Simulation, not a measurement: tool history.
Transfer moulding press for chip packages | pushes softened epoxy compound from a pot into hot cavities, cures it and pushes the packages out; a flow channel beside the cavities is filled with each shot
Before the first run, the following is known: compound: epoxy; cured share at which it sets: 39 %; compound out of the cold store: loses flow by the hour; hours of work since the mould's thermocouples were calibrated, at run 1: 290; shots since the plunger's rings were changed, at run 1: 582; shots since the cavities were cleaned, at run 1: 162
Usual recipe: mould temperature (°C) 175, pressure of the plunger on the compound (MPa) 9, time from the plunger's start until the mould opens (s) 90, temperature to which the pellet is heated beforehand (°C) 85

run,hour,mould temperature (°C),pressure of the plunger on the compound (MPa),time from the plunger's start until the mould opens (s),temperature to which the pellet is heated beforehand (°C),hours of work since the mould's thermocouples were calibrated,shots since the plunger's rings were changed,shots since the cavities were cleaned,incoming compound's hours out of the cold store,length that the compound runs in the flow channel (mm),greatest force on the pins that push the packages out (N)
1,0,175,9,90,85,290,582,162,39.4,828,448
2,58.9,175,9,90,85,314,1077,657,8.5,974,625
# hour 83.2: cavities cleaned with cleaning compound and waxed
3,110.3,175,7.45,90,85,335,1496,227,8.2,872,757
4,173,175,7.69,90,85,361,2022,753,23.3,812,728
# hour 191.4: cavities cleaned with cleaning compound and waxed
5,227.9,175,7.69,90,85,383,2471,306,8.4,874,511
6,266.1,175,7.69,90,85,399,2792,627,27.3,777,577
# hour 295.5: cavities cleaned with cleaning compound and waxed
7,311.4,175,9,90,85,418,3160,134,8.6,941,457
8,345.1,175,9,90,82,432,3442,416,26.4,856,520
# hour 402.2: cavities cleaned with cleaning compound and waxed
9,404,175,9,89,85,456,3924,15,11.2,921,406
# hour 444.5: cavities cleaned with cleaning compound and waxed, once more
10,451.6,175,9,89,85,475,4311,60,15.4,892,410
11,517.5,175,9,89,85,502,4865,614,31.2,800,572
# hour 551.5: plunger's sealing rings changed
# hour 553: cavities cleaned with cleaning compound and waxed
12,600.9,175,9,89,85,535,402,402,15.3,950,539
13,652.4,175,9,89,85,557,834,834,20.1,930,628
# hour 660.4: cavities cleaned with cleaning compound and waxed
14,729,175,9,90,83,588,1465,576,40.1,810,551
# hour 764.2: cavities cleaned with cleaning compound and waxed
15,791.5,171,9.39,102,84,614,1977,229,30.8,875,479
16,832.9,171,9.39,102,84,631,2325,577,15.3,943,596
# hour 868.8: cavities cleaned with cleaning compound and waxed
17,912.8,171,9.39,102,84,664,2983,370,30.9,857,503
# hour 972.7: cavities cleaned with cleaning compound and waxed
18,983.1,170,8.8,77,84,692,3560,87,47.7,747,691
19,1054.7,170,8.8,77,84,722,4162,689,32.8,805,990
# hour 1078.3: cavities cleaned with cleaning compound and waxed
20,1092.3,172,7.71,121,86,737,4464,117,30.9,765,368
21,1132.4,168,9,90,85,754,4801,454,43,773,695
# hour 1177.2: plunger's sealing rings changed
# hour 1185.4: cavities cleaned with cleaning compound and waxed
22,1187.1,182,7.54,85,85,775,71,14,47.3,721,357
# hour 1200.5: mould's thermocouples calibrated
23,1267.2,182,7.54,85,85,28,727,670,42.5,740,531
# hour 1292.4: cavities cleaned with cleaning compound and waxed
24,1341.4,175,7.84,90,85,58,1337,411,42.7,747,518
# hour 1394.6: cavities cleaned with cleaning compound and waxed
25,1409.9,183,7.34,90,85,86,1900,129,14.5,832,388
26,1453.4,183,7.34,90,85,104,2265,494,18.7,808,459
# hour 1496.9: cavities cleaned with cleaning compound and waxed
27,1507.6,183,7.34,85,85,126,2708,90,20.9,770,364

Alternative continuations, all from the tool just after run 27; predict every row:
A,1546.4,183,7.33,85,80,142,3033,415,17.1,?,?
B,1546.4,175,7.09,90,85,142,3033,415,47.1,?,?
C,1546.4,183,6.87,85,85,142,3033,415,25,?,?
D,1546.4,175,9.55,85,85,142,3033,415,16.4,?,?
E,1546.4,183,8.22,85,85,142,3033,415,14.1,?,?

run,length that the compound runs in the flow channel (mm),greatest force on the pins that push the packages out (N)
A,797,456
B,673,497
C,737,452
D,925,580
E,858,453
What these runs would have given with no unlogged condition in the tool:
run,length that the compound runs in the flow channel (mm),greatest force on the pins that push the packages out (N)
A,839,325
B,708,353
C,776,320
D,973,415
E,903,319
